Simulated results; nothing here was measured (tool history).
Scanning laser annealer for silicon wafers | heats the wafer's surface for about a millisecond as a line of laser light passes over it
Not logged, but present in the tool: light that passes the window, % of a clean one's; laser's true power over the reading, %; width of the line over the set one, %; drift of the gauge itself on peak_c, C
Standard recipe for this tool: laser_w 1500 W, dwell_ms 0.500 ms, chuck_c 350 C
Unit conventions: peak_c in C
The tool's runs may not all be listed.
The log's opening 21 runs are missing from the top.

run    hour  laser_w  dwell_ms  chuck_c  hours of work since the window was cleaned  hours of work since the power meter was calibrated  hours of work since the optics were aligned  peak_c
 22  1400.9     1500     0.620      350                                         158                                                1182                                          116    1130
 23  1439.5     1500     0.620      350                                         188                                                1212                                          146    1129
 24  1524.4     1594     0.500      324                                         254                                                1278                                          212    1052
 25  1564.0     1495     0.357      358                                         285                                                1309                                          243     935
 26  1610.6     1495     0.357      358                                         321                                                1345                                          279     932
 27  1666.5     1499     0.451      371                                         364                                                1388                                          323    1014
     1728.2  -- window over the wafer cleaned
 28  1751.0     1499     0.367      371                                          18                                                1453                                          387     973
 29  1828.1     1511     0.390      358                                          78                                                1513                                          447     979
 30  1918.1     1500     0.535      311                                         148                                                1583                                          517    1033
 31  1974.4     1347     0.424      331                                         191                                                1626                                          561     906
 32  2026.5     1639     0.558      371                                         232                                                1667                                          601    1165
 33  2109.1     1639     0.558      371                                         296                                                1731                                          666    1159

Predict the results of run 34:
 34  2189.6     1588     0.520      375                                         359                                                1794                                          728       ?

peak_c: 1105 C
On a tool with no hidden condition, and with the same random variation, this run would have come out at peak_c 1139 C.

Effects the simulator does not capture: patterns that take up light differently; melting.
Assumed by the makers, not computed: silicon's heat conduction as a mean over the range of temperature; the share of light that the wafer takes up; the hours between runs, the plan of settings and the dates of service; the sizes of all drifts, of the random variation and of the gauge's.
